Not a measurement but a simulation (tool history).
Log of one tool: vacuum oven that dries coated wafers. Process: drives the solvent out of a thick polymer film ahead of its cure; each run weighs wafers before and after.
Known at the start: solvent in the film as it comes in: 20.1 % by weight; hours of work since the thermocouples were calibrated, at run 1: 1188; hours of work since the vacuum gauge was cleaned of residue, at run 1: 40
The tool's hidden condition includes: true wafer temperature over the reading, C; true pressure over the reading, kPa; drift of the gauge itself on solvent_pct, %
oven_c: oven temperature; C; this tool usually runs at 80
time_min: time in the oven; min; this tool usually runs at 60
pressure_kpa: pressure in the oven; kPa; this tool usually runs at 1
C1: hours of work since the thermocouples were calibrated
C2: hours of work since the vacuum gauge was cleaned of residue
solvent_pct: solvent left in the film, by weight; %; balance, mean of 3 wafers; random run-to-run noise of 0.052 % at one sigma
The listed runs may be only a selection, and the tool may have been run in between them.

Run 1, hour 0: usual settings; C1 1188; C2 40. Result: solvent_pct 1.58 %.
Run 2, hour 12.7: usual settings; C1 1196; C2 48. Result: solvent_pct 1.64 %.
Run 3, hour 28.8: usual settings; C1 1206; C2 59. Result: solvent_pct 1.73 %.
Run 4, hour 48.6: usual settings; C1 1218; C2 71. Result: solvent_pct 1.73 %.
Run 5, hour 59.2: usual settings; C1 1225; C2 78. Result: solvent_pct 1.7 %.
Run 6, hour 77.2: usual settings but pressure_kpa 2.22 kPa; C1 1236; C2 89. Result: solvent_pct 2.16 %.
Run 7, hour 95.4: usual settings but oven_c 83 C; C1 1248; C2 100. Result: solvent_pct 0.93 %.
Run 8, hour 110.9: usual settings but oven_c 83 C; C1 1257; C2 110. Result: solvent_pct 1.1 %.
Run 9, hour 130.6: usual settings; C1 1270; C2 122. Result: solvent_pct 1.7 %.
Run 10, hour 142.9: usual settings; C1 1277; C2 130. Result: solvent_pct 1.67 %.
Run 11, hour 152.8: usual settings but time_min 35 min; C1 1284; C2 136. Result: solvent_pct 3.96 %.
Run 12, hour 174.2: usual settings but time_min 35 min; C1 1297; C2 150. Result: solvent_pct 3.88 %.
Run 13, hour 191: usual settings but time_min 98 min; C1 1308; C2 160. Result: solvent_pct 0.76 %.
Run 14, hour 205.8: usual settings but time_min 98 min; C1 1317; C2 170. Result: solvent_pct 0.73 %.
Run 15, hour 215.5: usual settings but time_min 35 min; C1 1323; C2 176. Result: solvent_pct 4.11 %.
Run 16, hour 232.9: usual settings but time_min 35 min; C1 1334; C2 187. Result: solvent_pct 3.99 %.
Run 17, hour 251.7: usual settings; C1 1346; C2 199. Result: solvent_pct 1.77 %.
Run 18, hour 270.3: usual settings; C1 1357; C2 210. Result: solvent_pct 1.67 %.
Run 19, hour 288.5: usual settings; C1 1369; C2 222. Result: solvent_pct 1.66 %.
Run 20, hour 299.3: usual settings; C1 1376; C2 228. Result: solvent_pct 1.71 %.
Run 21, hour 313: usual settings; C1 1384; C2 237. Result: solvent_pct 1.78 %.
Run 22, hour 327.2: usual settings; C1 1393; C2 246. Result: solvent_pct 1.71 %.
Run 23, hour 343.4: usual settings but oven_c 69 C, time_min 66 min, pressure_kpa 0.76 kPa; C1 1403; C2 256. Result: solvent_pct 5.55 %.
Run 24, hour 360.1: usual settings but oven_c 69 C, time_min 66 min, pressure_kpa 0.76 kPa; C1 1414; C2 267. Result: solvent_pct 5.44 %.
Run 25, hour 375.7: usual settings but oven_c 69 C, time_min 66 min, pressure_kpa 0.76 kPa; C1 1424; C2 276. Result: solvent_pct 5.42 %.
Run 26, hour 397.4: usual settings but oven_c 79 C, time_min 83 min; C1 1437; C2 290. Result: solvent_pct 1.05 %.
Run 27, hour 415.6: usual settings but time_min 34 min; C1 1449; C2 301. Result: solvent_pct 4.29 %.
Run 28, hour 425.4: usual settings but time_min 34 min; C1 1455; C2 308. Result: solvent_pct 4.21 %.
Run 29, hour 445.2: usual settings but time_min 34 min; C1 1467; C2 320. Result: solvent_pct 4.23 %.
Run 30, hour 454.5: usual settings but oven_c 68 C, time_min 67 min, pressure_kpa 1.17 kPa; C1 1473; C2 326. Result: solvent_pct 6.26 %.
Run 31, hour 473.8: usual settings but oven_c 83 C, pressure_kpa 0.57 kPa; C1 1485; C2 338. Result: solvent_pct 0.97 %.
Run 32, hour 487.3: usual settings but oven_c 79 C, time_min 59 min, pressure_kpa 0.53 kPa; C1 1494; C2 346. Result: solvent_pct 1.92 %.
Run 33, hour 496.6: usual settings but oven_c 95 C, pressure_kpa 1.81 kPa; C1 1499; C2 352. Result: solvent_pct 0.54 %.
Run 34, hour 505.4: usual settings but oven_c 95 C, time_min 33 min, pressure_kpa 1.28 kPa; C1 1505; C2 358. Result: solvent_pct 0.62 %.
Run 35, hour 516.3: usual settings but oven_c 85 C, time_min 33 min, pressure_kpa 1.02 kPa; C1 1512; C2 365. Result: solvent_pct 2.51 %.
Run 36, hour 531.8: usual settings but oven_c 72 C, time_min 69 min, pressure_kpa 0.62 kPa; C1 1522; C2 374. Result: solvent_pct 3.84 %.
Run 37, hour 550.5: usual settings but oven_c 72 C, time_min 72 min, pressure_kpa 0.89 kPa; C1 1533; C2 386. Result: solvent_pct 3.73 %.
Run 38, hour 568.2: usual settings but oven_c 79 C, time_min 93 min, pressure_kpa 1.33 kPa; C1 1544; C2 397. Result: solvent_pct 1.09 %.
Run 39, hour 589.1: usual settings but oven_c 79 C, time_min 93 min, pressure_kpa 1.33 kPa; C1 1558; C2 410. Result: solvent_pct 1.15 %.

What if the next run were any one of these 3? Each begins from the tool's condition after run 39:
Run A, hour 611: usual settings but oven_c 72 C, time_min 58 min, pressure_kpa 1.33 kPa; C1 1571; C2 424. Result: solvent_pct ?.
Run B, hour 611: usual settings but oven_c 84 C, time_min 93 min, pressure_kpa 0.76 kPa; C1 1571; C2 424. Result: solvent_pct ?.
Run C, hour 611: usual settings but pressure_kpa 2.39 kPa; C1 1571; C2 424. Result: solvent_pct ?.

run  solvent_pct
  A         5.14
  B         0.47
  C         2.36
Without the tool's unlogged condition, the same runs would have read:
run  solvent_pct
  A         4.35
  B         0.34
  C         1.89

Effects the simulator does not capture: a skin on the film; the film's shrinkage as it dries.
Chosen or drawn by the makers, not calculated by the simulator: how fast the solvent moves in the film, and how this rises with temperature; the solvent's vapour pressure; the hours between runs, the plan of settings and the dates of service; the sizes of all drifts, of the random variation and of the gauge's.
